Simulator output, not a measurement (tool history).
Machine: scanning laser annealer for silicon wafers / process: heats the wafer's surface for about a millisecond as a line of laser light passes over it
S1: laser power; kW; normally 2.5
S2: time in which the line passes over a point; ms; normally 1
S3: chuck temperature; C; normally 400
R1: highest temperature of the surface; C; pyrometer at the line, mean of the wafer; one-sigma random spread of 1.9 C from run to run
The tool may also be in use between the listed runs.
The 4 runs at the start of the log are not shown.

| run | hour | S1 | S2 | S3 | R1 |
|---|---|---|---|---|---|
| 5 | 94.4 | 2.721 | 1 | 400 | 1165 |
| 6 | 111.9 | 2.465 | 1 | 400 | 1074 |
| 7 | 128 | 2.465 | 1 | 400 | 1077 |
| 8 | 143.2 | 2.465 | 1 | 390 | 1061 |
| 9 | 155 | 2.465 | 1 | 390 | 1063 |
| 10 | 176.9 | 2.465 | 1 | 390 | 1063 |
| 11 | 198.5 | 2.465 | 1 | 390 | 1061 |
| 12 | 225.2 | 2.5 | 0.91 | 400 | 1049 |
| 13 | 242.6 | 2.5 | 0.91 | 400 | 1052 |
| 14 | 259.9 | 2.5 | 0.91 | 400 | 1049 |
| 15 | 279.7 | 2.5 | 1 | 369 | 1048 |
| 16 | 291.9 | 2.522 | 1 | 400 | 1087 |
| 17 | 320.3 | 2.522 | 1 | 431 | 1115 |
| 18 | 340.5 | 2.522 | 1 | 431 | 1116 |
| 19 | 355.6 | 2.5 | 1 | 385 | 1062 |
| 20 | 372.2 | 2.706 | 1 | 400 | 1148 |
| 21 | 384.1 | 2.706 | 1 | 400 | 1154 |
| 22 | 398.7 | 2.478 | 0.94 | 409 | 1057 |
| 23 | 427.1 | 2.5 | 0.93 | 360 | 1011 |
| 24 | 454.2 | 2.557 | 1.14 | 400 | 1137 |
| 25 | 478.5 | 2.555 | 0.71 | 419 | 1004 |
| 26 | 500.9 | 2.327 | 0.71 | 419 | 934 |
| 27 | 516.7 | 2.701 | 0.71 | 419 | 1045 |

Expected results for the next run?
|  | 520.8 | window over the wafer cleaned |
| 28 | 541.2 | 2.191 | 0.77 | 410 | ? |

Run 28 produced R1 935 C.
Minus the tool's unlogged condition, the same run would have read R1 947 C.

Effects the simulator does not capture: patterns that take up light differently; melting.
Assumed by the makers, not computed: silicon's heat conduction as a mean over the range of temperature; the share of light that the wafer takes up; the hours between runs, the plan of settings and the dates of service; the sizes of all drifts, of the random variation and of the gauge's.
